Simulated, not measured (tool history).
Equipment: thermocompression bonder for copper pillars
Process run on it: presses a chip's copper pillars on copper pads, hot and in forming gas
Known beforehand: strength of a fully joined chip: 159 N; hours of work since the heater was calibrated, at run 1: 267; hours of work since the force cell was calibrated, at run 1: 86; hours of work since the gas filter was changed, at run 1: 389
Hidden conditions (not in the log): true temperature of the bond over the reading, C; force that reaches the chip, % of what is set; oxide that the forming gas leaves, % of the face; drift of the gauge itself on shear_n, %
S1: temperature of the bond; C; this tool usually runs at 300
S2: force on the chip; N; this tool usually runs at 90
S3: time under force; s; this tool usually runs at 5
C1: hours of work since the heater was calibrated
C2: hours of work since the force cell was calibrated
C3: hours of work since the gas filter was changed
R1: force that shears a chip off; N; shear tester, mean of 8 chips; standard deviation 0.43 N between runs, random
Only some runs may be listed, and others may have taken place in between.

Run 1, hour 0: usual settings; C1 267; C2 86; C3 389. Result: R1 82.2 N.
Run 2, hour 11.4: usual settings; C1 275; C2 95; C3 397. Result: R1 82 N.
Run 3, hour 25.3: usual settings but S3 4 s; C1 285; C2 105; C3 407. Result: R1 75.7 N.
Run 4, hour 31.1: usual settings; C1 290; C2 110; C3 412. Result: R1 82.1 N.
Run 5, hour 40.2: usual settings; C1 296; C2 116; C3 418. Result: R1 82.1 N.
Run 6, hour 50.9: usual settings but S1 286 C, S3 4 s; C1 304; C2 124; C3 426. Result: R1 62.7 N.
Run 7, hour 57.7: usual settings but S1 312 C, S2 103 N, S3 4 s; C1 309; C2 129; C3 431. Result: R1 98.7 N.
Run 8, hour 67.8: usual settings but S1 312 C, S2 103 N, S3 4 s; C1 317; C2 137; C3 439. Result: R1 99.3 N.
Run 9, hour 77.8: usual settings but S1 304 C, S2 81 N, S3 7 s; C1 324; C2 144; C3 446. Result: R1 88.8 N.
At hour 80: forming gas filter changed.
Run 10, hour 87.2: usual settings but S1 323 C, S2 72 N, S3 8 s; C1 331; C2 151; C3 5. Result: R1 103.5 N.

4 options for the next run, each taken on its own from the tool as it stands now. Forecast them:
Run A, hour 100.2: usual settings but S1 289 C, S2 112 N, S3 4 s; C1 340; C2 160; C3 15. Result: R1 ?.
Run B, hour 100.2: usual settings but S1 305 C, S2 72 N, S3 8 s; C1 340; C2 160; C3 15. Result: R1 ?.
Run C, hour 100.2: usual settings but S1 320 C, S2 92 N; C1 340; C2 160; C3 15. Result: R1 ?.
Run D, hour 100.2: usual settings but S1 317 C, S2 72 N, S3 8 s; C1 340; C2 160; C3 15. Result: R1 ?.

run     R1
  A   81.6
  B   84.5
  C  104.7
  D   96.6
With no hidden state in the tool, these same runs would have given:
run     R1
  A   80.7
  B   83.6
  C  103.6
  D   95.6

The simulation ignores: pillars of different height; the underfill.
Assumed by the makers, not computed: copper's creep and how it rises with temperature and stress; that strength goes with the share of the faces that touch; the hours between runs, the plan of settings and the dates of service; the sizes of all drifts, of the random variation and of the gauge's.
